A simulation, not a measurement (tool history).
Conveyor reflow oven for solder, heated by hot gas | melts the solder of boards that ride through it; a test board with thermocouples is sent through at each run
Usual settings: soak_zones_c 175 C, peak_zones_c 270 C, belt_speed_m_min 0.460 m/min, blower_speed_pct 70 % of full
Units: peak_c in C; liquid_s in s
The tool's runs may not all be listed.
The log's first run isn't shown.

run 2 hour=33.6 | soak_zones_c=175 peak_zones_c=270 belt_speed_m_min=0.460 blower_speed_pct=70 | peak_c=253.5 liquid_s=60.2
run 3 hour=63.8 | soak_zones_c=175 peak_zones_c=270 belt_speed_m_min=0.460 blower_speed_pct=70 | peak_c=253.0 liquid_s=60.4
run 4 hour=103.1 | soak_zones_c=175 peak_zones_c=270 belt_speed_m_min=0.460 blower_speed_pct=70 | peak_c=253.2 liquid_s=59.9
run 5 hour=128.1 | soak_zones_c=175 peak_zones_c=270 belt_speed_m_min=0.460 blower_speed_pct=70 | peak_c=253.2 liquid_s=60.1
run 6 hour=149.3 | soak_zones_c=175 peak_zones_c=270 belt_speed_m_min=0.460 blower_speed_pct=70 | peak_c=252.6 liquid_s=60.0
run 7 hour=184.4 | soak_zones_c=175 peak_zones_c=270 belt_speed_m_min=0.460 blower_speed_pct=70 | peak_c=253.4 liquid_s=59.6
run 8 hour=214.1 | soak_zones_c=175 peak_zones_c=270 belt_speed_m_min=0.460 blower_speed_pct=70 | peak_c=252.8 liquid_s=59.7
run 9 hour=232.5 | soak_zones_c=175 peak_zones_c=270 belt_speed_m_min=0.460 blower_speed_pct=70 | peak_c=252.9 liquid_s=59.6
run 10 hour=256.7 | soak_zones_c=175 peak_zones_c=270 belt_speed_m_min=0.460 blower_speed_pct=70 | peak_c=252.3 liquid_s=59.3
run 11 hour=287.8 | soak_zones_c=175 peak_zones_c=261 belt_speed_m_min=0.460 blower_speed_pct=70 | peak_c=245.2 liquid_s=53.2
run 12 hour=311.0 | soak_zones_c=175 peak_zones_c=261 belt_speed_m_min=0.460 blower_speed_pct=70 | peak_c=244.3 liquid_s=53.1
run 13 hour=342.9 | soak_zones_c=175 peak_zones_c=270 belt_speed_m_min=0.460 blower_speed_pct=70 | peak_c=252.4 liquid_s=59.2
run 14 hour=378.7 | soak_zones_c=179 peak_zones_c=270 belt_speed_m_min=0.460 blower_speed_pct=70 | peak_c=252.8 liquid_s=61.2
-- hour=387.1 flux residue cleaned out of gas plates and filters
run 15 hour=423.1 | soak_zones_c=179 peak_zones_c=270 belt_speed_m_min=0.460 blower_speed_pct=70 | peak_c=250.8 liquid_s=58.6
run 16 hour=464.6 | soak_zones_c=175 peak_zones_c=270 belt_speed_m_min=0.531 blower_speed_pct=86 | peak_c=247.0 liquid_s=45.8

The next listed run, before its measurement:
run 17 hour=498.1 | soak_zones_c=184 peak_zones_c=279 belt_speed_m_min=0.460 blower_speed_pct=71 | peak_c=? liquid_s=?

{"run 17": {"peak_c": 259.2, "liquid_s": 67.6}}
Without the tool's hidden state the same run would have given peak_c 265.5 C, liquid_s 71.1 s.
